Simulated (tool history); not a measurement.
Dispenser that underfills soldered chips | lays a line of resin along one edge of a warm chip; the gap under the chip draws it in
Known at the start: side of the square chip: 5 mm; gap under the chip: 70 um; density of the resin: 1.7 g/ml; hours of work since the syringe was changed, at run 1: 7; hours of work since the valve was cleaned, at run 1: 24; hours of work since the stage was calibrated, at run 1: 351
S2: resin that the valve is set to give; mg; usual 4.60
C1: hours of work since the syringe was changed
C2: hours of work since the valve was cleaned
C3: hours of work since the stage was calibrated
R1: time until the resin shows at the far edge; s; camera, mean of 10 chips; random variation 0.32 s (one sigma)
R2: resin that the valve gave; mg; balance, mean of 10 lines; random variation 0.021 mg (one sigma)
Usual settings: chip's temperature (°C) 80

run 1 hour=0.0 | chip's_temperature_(°C)=80 S2=4.60 | C1=7 C2=24 C3=351 | R1=17.1 R2=4.50
-- hour=7.8 new syringe of resin
run 2 hour=8.9 | chip's_temperature_(°C)=80 S2=4.60 | C1=1 C2=31 C3=357 | R1=11.7 R2=4.48
run 3 hour=23.6 | chip's_temperature_(°C)=80 S2=4.57 | C1=11 C2=41 C3=367 | R1=24.8 R2=4.36
-- hour=24.8 new syringe of resin
run 4 hour=31.2 | chip's_temperature_(°C)=80 S2=4.57 | C1=5 C2=46 C3=373 | R1=15.1 R2=4.37
-- hour=37.1 dispensing valve cleaned and set on the balance
-- hour=42.5 new syringe of resin
run 5 hour=49.2 | chip's_temperature_(°C)=67 S2=4.57 | C1=5 C2=9 C3=385 | R1=24.8 R2=4.53
run 6 hour=57.2 | chip's_temperature_(°C)=67 S2=4.57 | C1=11 C2=14 C3=390 | R1=37.4 R2=4.53
-- hour=60.0 new syringe of resin
run 7 hour=73.5 | chip's_temperature_(°C)=67 S2=4.57 | C1=10 C2=26 C3=402 | R1=34.5 R2=4.43
-- hour=77.7 new syringe of resin
run 8 hour=83.2 | chip's_temperature_(°C)=86 S2=4.60 | C1=4 C2=32 C3=409 | R1=11.1 R2=4.43
run 9 hour=91.7 | chip's_temperature_(°C)=80 S2=4.60 | C1=10 C2=39 C3=415 | R1=23.6 R2=4.43
-- hour=94.8 new syringe of resin
run 10 hour=104.7 | chip's_temperature_(°C)=80 S2=4.60 | C1=7 C2=48 C3=424 | R1=18.8 R2=4.39
-- hour=108.7 dispensing valve cleaned and set on the balance
-- hour=112.7 new syringe of resin
run 11 hour=120.3 | chip's_temperature_(°C)=80 S2=4.60 | C1=5 C2=8 C3=434 | R1=15.9 R2=4.56
-- hour=129.6 new syringe of resin
run 12 hour=134.0 | chip's_temperature_(°C)=80 S2=4.60 | C1=3 C2=18 C3=444 | R1=13.2 R2=4.51
-- hour=146.4 new syringe of resin
run 13 hour=151.3 | chip's_temperature_(°C)=80 S2=4.60 | C1=4 C2=30 C3=456 | R1=14.3 R2=4.44
-- hour=163.9 new syringe of resin
run 14 hour=164.7 | chip's_temperature_(°C)=80 S2=4.71 | C1=1 C2=39 C3=465 | R1=11.3 R2=4.52
run 15 hour=172.6 | chip's_temperature_(°C)=80 S2=4.71 | C1=6 C2=45 C3=471 | R1=17.4 R2=4.55
-- hour=180.8 dispensing valve cleaned and set on the balance
-- hour=182.1 new syringe of resin
run 16 hour=182.1 | chip's_temperature_(°C)=75 S2=4.60 | C1=0 C2=1 C3=477 | R1=13.2 R2=4.63
run 17 hour=195.3 | chip's_temperature_(°C)=89 S2=4.60 | C1=10 C2=10 C3=487 | R1=16.4 R2=4.54
-- hour=199.8 new syringe of resin
run 18 hour=208.6 | chip's_temperature_(°C)=80 S2=4.00 | C1=6 C2=20 C3=496 | R1=17.8 R2=3.93
-- hour=217.5 new syringe of resin
run 19 hour=224.0 | chip's_temperature_(°C)=90 S2=5.22 | C1=5 C2=30 C3=507 | R1=11.4 R2=5.08
-- hour=234.7 new syringe of resin
run 20 hour=239.4 | chip's_temperature_(°C)=75 S2=4.22 | C1=3 C2=41 C3=518 | R1=16.6 R2=4.01
run 21 hour=249.3 | chip's_temperature_(°C)=90 S2=4.86 | C1=11 C2=48 C3=525 | R1=17.5 R2=4.59
-- hour=252.2 new syringe of resin
-- hour=253.2 dispensing valve cleaned and set on the balance
run 22 hour=266.7 | chip's_temperature_(°C)=76 S2=4.82 | C1=10 C2=10 C3=536 | R1=26.2 R2=4.78
-- hour=271.1 new syringe of resin
run 23 hour=283.6 | chip's_temperature_(°C)=68 S2=5.19 | C1=9 C2=22 C3=548 | R1=32.3 R2=5.08
-- hour=288.0 new syringe of resin
run 24 hour=300.9 | chip's_temperature_(°C)=94 S2=4.14 | C1=9 C2=34 C3=560 | R1=14.3 R2=4.06
-- hour=304.6 new syringe of resin
run 25 hour=309.8 | chip's_temperature_(°C)=76 S2=4.74 | C1=4 C2=40 C3=567 | R1=17.1 R2=4.54
run 26 hour=319.3 | chip's_temperature_(°C)=79 S2=5.33 | C1=11 C2=47 C3=574 | R1=25.3 R2=5.09
-- hour=322.0 new syringe of resin
-- hour=324.5 dispensing valve cleaned and set on the balance
run 27 hour=332.1 | chip's_temperature_(°C)=69 S2=4.92 | C1=7 C2=5 C3=582 | R1=26.7 R2=4.88
-- hour=340.1 new syringe of resin
run 28 hour=345.4 | chip's_temperature_(°C)=69 S2=4.92 | C1=4 C2=15 C3=591 | R1=21.5 R2=4.84
run 29 hour=353.9 | chip's_temperature_(°C)=93 S2=4.25 | C1=10 C2=21 C3=597 | R1=15.8 R2=4.13
-- hour=357.4 new syringe of resin
run 30 hour=361.6 | chip's_temperature_(°C)=67 S2=4.19 | C1=3 C2=26 C3=603 | R1=22.9 R2=4.06
-- hour=375.3 new syringe of resin
run 31 hour=376.9 | chip's_temperature_(°C)=67 S2=4.19 | C1=1 C2=37 C3=613 | R1=20.4 R2=4.05
-- hour=392.7 new syringe of resin
run 32 hour=393.8 | chip's_temperature_(°C)=68 S2=4.83 | C1=1 C2=49 C3=625 | R1=17.9 R2=4.60
-- hour=396.8 dispensing valve cleaned and set on the balance
run 33 hour=406.2 | chip's_temperature_(°C)=80 S2=5.62 | C1=9 C2=7 C3=633 | R1=21.6 R2=5.59
-- hour=410.9 new syringe of resin
run 34 hour=422.5 | chip's_temperature_(°C)=80 S2=5.62 | C1=8 C2=18 C3=645 | R1=21.0 R2=5.50
-- hour=427.5 new syringe of resin
run 35 hour=432.0 | chip's_temperature_(°C)=84 S2=5.89 | C1=3 C2=25 C3=652 | R1=12.6 R2=5.75

Hidden state at the last listed run before each entry between runs and at the first one after, where it differs:
Between runs 1 and 2: new syringe of resin (hour 7.8)
  resin's viscosity, % of fresh resin's: 165.5 -> 106.1; dose that the valve gives, % of what is set: 97.63 -> 97.01; true chip temperature over the reading, C: -2.51 -> -2.55
  measured less the result without the state, R1: +7.8 -> +1.6 s; R2: -0.11 -> -0.14 mg
Between runs 3 and 4: new syringe of resin (hour 24.8)
  resin's viscosity, % of fresh resin's: 233.3 -> 138.7; dose that the valve gives, % of what is set: 95.93 -> 95.42; true chip temperature over the reading, C: -2.62 -> -2.65
  measured less the result without the state, R1: +15.1 -> +5.1 s; R2: -0.18 -> -0.21 mg
Between runs 4 and 5: dispensing valve cleaned and set on the balance (hour 37.1); new syringe of resin (hour 42.5)
  resin's viscosity, % of fresh resin's: 138.7 -> 143.1; dose that the valve gives, % of what is set: 95.42 -> 98.89; true chip temperature over the reading, C: -2.65 -> -2.74
  measured less the result without the state, R1: +5.1 -> +9.1 s; R2: -0.21 -> -0.05 mg
Between runs 6 and 7: new syringe of resin (hour 60.0)
  resin's viscosity, % of fresh resin's: 219.6 -> 207.9; dose that the valve gives, % of what is set: 98.35 -> 97.24; true chip temperature over the reading, C: -2.78 -> -2.86
  measured less the result without the state, R1: +21.9 -> +19.9 s; R2: -0.08 -> -0.12 mg
Between runs 7 and 8: new syringe of resin (hour 77.7)
  resin's viscosity, % of fresh resin's: 207.9 -> 134.9; dose that the valve gives, % of what is set: 97.24 -> 96.57; true chip temperature over the reading, C: -2.86 -> -2.91
  measured less the result without the state, R1: +19.9 -> +3.8 s; R2: -0.12 -> -0.16 mg
Between runs 9 and 10: new syringe of resin (hour 94.8)
  resin's viscosity, % of fresh resin's: 212.8 -> 172.8; dose that the valve gives, % of what is set: 95.97 -> 95.09; true chip temperature over the reading, C: -2.95 -> -3.01
  measured less the result without the state, R1: +13.3 -> +9.0 s; R2: -0.19 -> -0.22 mg
Between runs 10 and 11: dispensing valve cleaned and set on the balance (hour 108.7); new syringe of resin (hour 112.7)
  resin's viscosity, % of fresh resin's: 172.8 -> 149.7; dose that the valve gives, % of what is set: 95.09 -> 99.15; true chip temperature over the reading, C: -3.01 -> -3.07
  measured less the result without the state, R1: +9.0 -> +6.3 s; R2: -0.22 -> -0.04 mg
Between runs 11 and 12: new syringe of resin (hour 129.6)
  resin's viscosity, % of fresh resin's: 149.7 -> 126.5; dose that the valve gives, % of what is set: 99.15 -> 98.22; true chip temperature over the reading, C: -3.07 -> -3.14
  measured less the result without the state, R1: +6.3 -> +4.0 s; R2: -0.04 -> -0.08 mg
Between runs 12 and 13: new syringe of resin (hour 146.4)
  resin's viscosity, % of fresh resin's: 126.5 -> 131.3; dose that the valve gives, % of what is set: 98.22 -> 97.01; true chip temperature over the reading, C: -3.14 -> -3.22
  measured less the result without the state, R1: +4.0 -> +4.6 s; R2: -0.08 -> -0.13 mg
Between runs 13 and 14: new syringe of resin (hour 163.9)
  resin's viscosity, % of fresh resin's: 131.3 -> 104.7; dose that the valve gives, % of what is set: 97.01 -> 96.08; true chip temperature over the reading, C: -3.22 -> -3.28
  measured less the result without the state, R1: +4.6 -> +1.7 s; R2: -0.13 -> -0.19 mg
Between runs 15 and 16: dispensing valve cleaned and set on the balance (hour 180.8); new syringe of resin (hour 182.1)
  resin's viscosity, % of fresh resin's: 159.2 -> 100.6; dose that the valve gives, % of what is set: 95.57 -> 100; true chip temperature over the reading, C: -3.32 -> -3.36
  measured less the result without the state, R1: +7.6 -> +1.5 s; R2: -0.21 -> +0.00 mg
Between runs 17 and 18: new syringe of resin (hour 199.8)
  resin's viscosity, % of fresh resin's: 204.4 -> 161.3; dose that the valve gives, % of what is set: 99.06 -> 98.14; true chip temperature over the reading, C: -3.43 -> -3.5
  measured less the result without the state, R1: +9.3 -> +8.1 s; R2: -0.05 -> -0.07 mg
Between runs 18 and 19: new syringe of resin (hour 217.5)
  resin's viscosity, % of fresh resin's: 161.3 -> 143.3; dose that the valve gives, % of what is set: 98.14 -> 97.09; true chip temperature over the reading, C: -3.5 -> -3.57
  measured less the result without the state, R1: +8.1 -> +4.2 s; R2: -0.07 -> -0.15 mg
Between runs 19 and 20: new syringe of resin (hour 234.7)
  resin's viscosity, % of fresh resin's: 143.3 -> 129.4; dose that the valve gives, % of what is set: 97.09 -> 96.08; true chip temperature over the reading, C: -3.57 -> -3.64
  measured less the result without the state, R1: +4.2 -> +5.5 s; R2: -0.15 -> -0.16 mg
Between runs 21 and 22: new syringe of resin (hour 252.2); dispensing valve cleaned and set on the balance (hour 253.2)
  resin's viscosity, % of fresh resin's: 220.2 -> 204.9; dose that the valve gives, % of what is set: 95.46 -> 99.05; true chip temperature over the reading, C: -3.69 -> -3.77
  measured less the result without the state, R1: +10.5 -> +14.9 s; R2: -0.22 -> -0.04 mg
Between runs 22 and 23: new syringe of resin (hour 271.1)
  resin's viscosity, % of fresh resin's: 204.9 -> 194.1; dose that the valve gives, % of what is set: 99.05 -> 97.97; true chip temperature over the reading, C: -3.77 -> -3.85
  measured less the result without the state, R1: +14.9 -> +17.9 s; R2: -0.04 -> -0.10 mg
Between runs 23 and 24: new syringe of resin (hour 288.0)
  resin's viscosity, % of fresh resin's: 194.1 -> 201.2; dose that the valve gives, % of what is set: 97.97 -> 96.76; true chip temperature over the reading, C: -3.85 -> -3.94
  measured less the result without the state, R1: +17.9 -> +8.1 s; R2: -0.10 -> -0.13 mg
Between runs 24 and 25: new syringe of resin (hour 304.6)
  resin's viscosity, % of fresh resin's: 201.2 -> 131.4; dose that the valve gives, % of what is set: 96.76 -> 96.13; true chip temperature over the reading, C: -3.94 -> -3.98
  measured less the result without the state, R1: +8.1 -> +5.8 s; R2: -0.13 -> -0.19 mg
Between runs 26 and 27: new syringe of resin (hour 322.0); dispensing valve cleaned and set on the balance (hour 324.5)
  resin's viscosity, % of fresh resin's: 218.4 -> 163; dose that the valve gives, % of what is set: 95.42 -> 99.27; true chip temperature over the reading, C: -4.03 -> -4.08
  measured less the result without the state, R1: +14.9 -> +12.6 s; R2: -0.24 -> -0.04 mg
Between runs 27 and 28: new syringe of resin (hour 340.1)
  resin's viscosity, % of fresh resin's: 163 -> 132.1; dose that the valve gives, % of what is set: 99.27 -> 98.42; true chip temperature over the reading, C: -4.08 -> -4.14
  measured less the result without the state, R1: +12.6 -> +7.6 s; R2: -0.04 -> -0.08 mg
Between runs 29 and 30: new syringe of resin (hour 357.4)
  resin's viscosity, % of fresh resin's: 208.6 -> 126; dose that the valve gives, % of what is set: 97.87 -> 97.36; true chip temperature over the reading, C: -4.19 -> -4.22
  measured less the result without the state, R1: +9.0 -> +7.4 s; R2: -0.09 -> -0.11 mg
Between runs 30 and 31: new syringe of resin (hour 375.3)
  resin's viscosity, % of fresh resin's: 126 -> 108.8; dose that the valve gives, % of what is set: 97.36 -> 96.38; true chip temperature over the reading, C: -4.22 -> -4.3
  measured less the result without the state, R1: +7.4 -> +4.3 s; R2: -0.11 -> -0.15 mg
Between runs 31 and 32: new syringe of resin (hour 392.7)
  resin's viscosity, % of fresh resin's: 108.8 -> 105.9; dose that the valve gives, % of what is set: 96.38 -> 95.17; true chip temperature over the reading, C: -4.3 -> -4.38
  measured less the result without the state, R1: +4.3 -> +3.6 s; R2: -0.15 -> -0.23 mg
Between runs 32 and 33: dispensing valve cleaned and set on the balance (hour 396.8)
  resin's viscosity, % of fresh resin's: 105.9 -> 194; dose that the valve gives, % of what is set: 95.17 -> 99.5; true chip temperature over the reading, C: -4.38 -> -4.44
  measured less the result without the state, R1: +3.6 -> +12.0 s; R2: -0.23 -> -0.03 mg
Between runs 33 and 34: new syringe of resin (hour 410.9)
  resin's viscosity, % of fresh resin's: 194 -> 186.9; dose that the valve gives, % of what is set: 99.5 -> 98.41; true chip temperature over the reading, C: -4.44 -> -4.52
  measured less the result without the state, R1: +12.0 -> +11.3 s; R2: -0.03 -> -0.09 mg
Between runs 34 and 35: new syringe of resin (hour 427.5)
  resin's viscosity, % of fresh resin's: 186.9 -> 127.2; dose that the valve gives, % of what is set: 98.41 -> 97.73; true chip temperature over the reading, C: -4.52 -> -4.56
  measured less the result without the state, R1: +11.3 -> +4.0 s; R2: -0.09 -> -0.14 mg

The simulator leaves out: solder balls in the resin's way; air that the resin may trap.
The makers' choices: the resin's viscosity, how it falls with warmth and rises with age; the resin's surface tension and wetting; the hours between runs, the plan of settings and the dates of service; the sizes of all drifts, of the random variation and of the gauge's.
